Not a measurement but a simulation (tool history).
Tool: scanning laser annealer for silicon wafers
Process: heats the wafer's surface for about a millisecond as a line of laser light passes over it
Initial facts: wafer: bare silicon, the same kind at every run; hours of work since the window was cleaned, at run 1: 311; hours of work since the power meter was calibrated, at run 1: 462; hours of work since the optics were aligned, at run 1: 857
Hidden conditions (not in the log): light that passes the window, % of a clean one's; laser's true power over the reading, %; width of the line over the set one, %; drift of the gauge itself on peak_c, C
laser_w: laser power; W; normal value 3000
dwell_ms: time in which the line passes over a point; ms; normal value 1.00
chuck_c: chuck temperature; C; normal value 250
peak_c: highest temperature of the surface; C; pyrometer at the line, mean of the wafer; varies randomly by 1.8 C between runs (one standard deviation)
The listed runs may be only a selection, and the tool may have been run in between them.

run	hour	laser_w	dwell_ms	chuck_c	hours of work since the window was cleaned	hours of work since the power meter was calibrated	hours of work since the optics were aligned	peak_c
1	0.0	3000	1.00	250	311	462	857	1061
2	58.3	2694	1.00	250	336	487	883	959
3	93.8	2694	1.00	250	352	502	898	963
4	127.5	3000	1.00	227	366	517	912	1035
5	169.3	3000	1.00	227	384	535	930	1039
6	221.6	3000	1.00	250	407	557	953	1060
7	259.1	3000	1.00	250	423	573	969	1062
8	321.3	3000	1.00	250	450	600	996	1060
9	358.4	3000	1.00	250	466	616	1012	1061
10	389.8	3000	1.00	250	479	630	1025	1060
11	431.4	3000	1.00	250	497	648	1043	1062
12	479.9	3000	1.00	250	518	668	1064	1059
13	514.4	3000	1.00	250	533	683	1079	1061
14	560.3	3000	0.89	264	553	703	1099	1021
15	609.5	3000	0.77	267	574	724	1120	967
16	646.0	2771	1.00	283	589	740	1136	1019
# hour 682.4: optics aligned, line set to its width
17	688.4	2771	1.00	283	606	756	3	1020
18	751.7	3001	1.00	246	633	783	30	1056
19	787.2	3001	1.00	246	648	799	45	1055
20	837.0	3038	0.99	243	670	820	67	1058
21	867.6	3000	0.99	216	683	833	80	1019
22	910.9	3000	1.04	284	701	852	98	1114
23	940.2	3000	0.77	284	714	865	111	981
24	994.2	3088	0.77	231	737	888	134	955
25	1054.1	3000	0.71	250	763	914	160	915

What if the next run were any one of these 5? Each begins from the tool's condition after run 25:
A	1113.7	3079	0.83	267	789	939	186	?
B	1113.7	3000	0.71	220	789	939	186	?
C	1113.7	3000	0.72	284	789	939	186	?
D	1113.7	3000	1.02	287	789	939	186	?
E	1113.7	3000	0.91	222	789	939	186	?

run	peak_c
A	1014
B	880
C	953
D	1105
E	993
With the hidden condition removed and each run's random variation left untouched, the same runs would have given:
run	peak_c
A	1015
B	881
C	954
D	1106
E	994

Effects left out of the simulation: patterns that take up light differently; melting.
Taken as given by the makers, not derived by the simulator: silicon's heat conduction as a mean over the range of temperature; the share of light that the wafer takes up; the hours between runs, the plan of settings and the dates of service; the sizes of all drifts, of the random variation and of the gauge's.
